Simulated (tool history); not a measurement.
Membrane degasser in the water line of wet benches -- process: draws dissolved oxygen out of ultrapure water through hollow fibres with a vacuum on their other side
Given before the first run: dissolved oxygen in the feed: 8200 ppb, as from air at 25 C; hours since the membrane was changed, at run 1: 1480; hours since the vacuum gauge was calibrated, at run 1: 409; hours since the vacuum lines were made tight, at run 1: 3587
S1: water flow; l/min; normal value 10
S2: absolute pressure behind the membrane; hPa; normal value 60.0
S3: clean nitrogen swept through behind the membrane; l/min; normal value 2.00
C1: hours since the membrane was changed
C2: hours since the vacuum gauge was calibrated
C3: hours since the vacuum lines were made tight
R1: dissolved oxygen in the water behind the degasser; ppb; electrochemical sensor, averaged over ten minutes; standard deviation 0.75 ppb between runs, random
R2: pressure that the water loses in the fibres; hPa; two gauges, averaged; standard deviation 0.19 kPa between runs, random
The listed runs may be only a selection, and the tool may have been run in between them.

run     day  S1    S2    S3    C1    C2    C3     R1     R2
  1   0.000  10  60.0  2.00  1480   409  3587   71.2  385.3
  2   1.104  10  60.0  2.00  1507   435  3614   72.8  386.9
  3   3.321  10  60.0  2.00  1560   489  3667   71.3  383.3
  4   4.946  10  60.0  2.00  1599   528  3706   72.1  385.4
  5   6.525  10  60.0  2.00  1637   566  3744   72.4  385.7
  6   8.725  10  60.0  3.59  1690   618  3797   56.9  385.7
  7  10.300  10  68.9  2.00  1727   656  3834   82.6  384.0
  8  11.454  10  60.0  1.39  1755   684  3862   85.8  386.5
  9  13.558  11  50.0  2.00  1806   734  3913   68.7  425.3
 10  15.383  11  50.0  2.00  1849   778  3956   70.0  423.7
 11  16.983  11  50.0  1.25  1888   817  3995   86.5  420.8
 12  18.575  10  95.7  1.80  1926   855  4033  125.9  384.4
 13  20.154  14  84.8  1.33  1964   893  4071  199.1  536.4
 14  21.962  14  84.8  1.33  2007   936  4114  203.3  539.9
 15  24.025  10  60.0  0.89  2057   986  4164  113.1  384.1
 16  25.058  10  60.0  0.89  2082  1010  4189  113.7  385.8

Measured result minus the same run's result without the hidden state. Both carry the same run-to-run variation, though not necessarily the same gauge scatter:
Unlogged tool condition in this case: membrane still open, %; true pressure behind the membrane over the reading, kPa; air that leaks in behind the membrane, l/min; drift of the gauge itself on oxygen_ppb, %; drift of the gauge itself on loss_of_pressure_kpa, %.
run    R1    R2
  1  +3.3  +3.2
  2  +3.4  +3.2
  3  +3.4  +3.3
  4  +3.5  +3.4
  5  +3.6  +3.5
  6  +3.0  +3.6
  7  +4.2  +3.7
  8  +4.5  +3.8
  9  +3.9  +4.3
 10  +4.0  +4.4
 11  +5.1  +4.4
 12  +6.0  +4.2
 13  +8.0  +5.9
 14  +8.3  +6.0
 15  +6.4  +4.4
 16  +6.6  +4.5
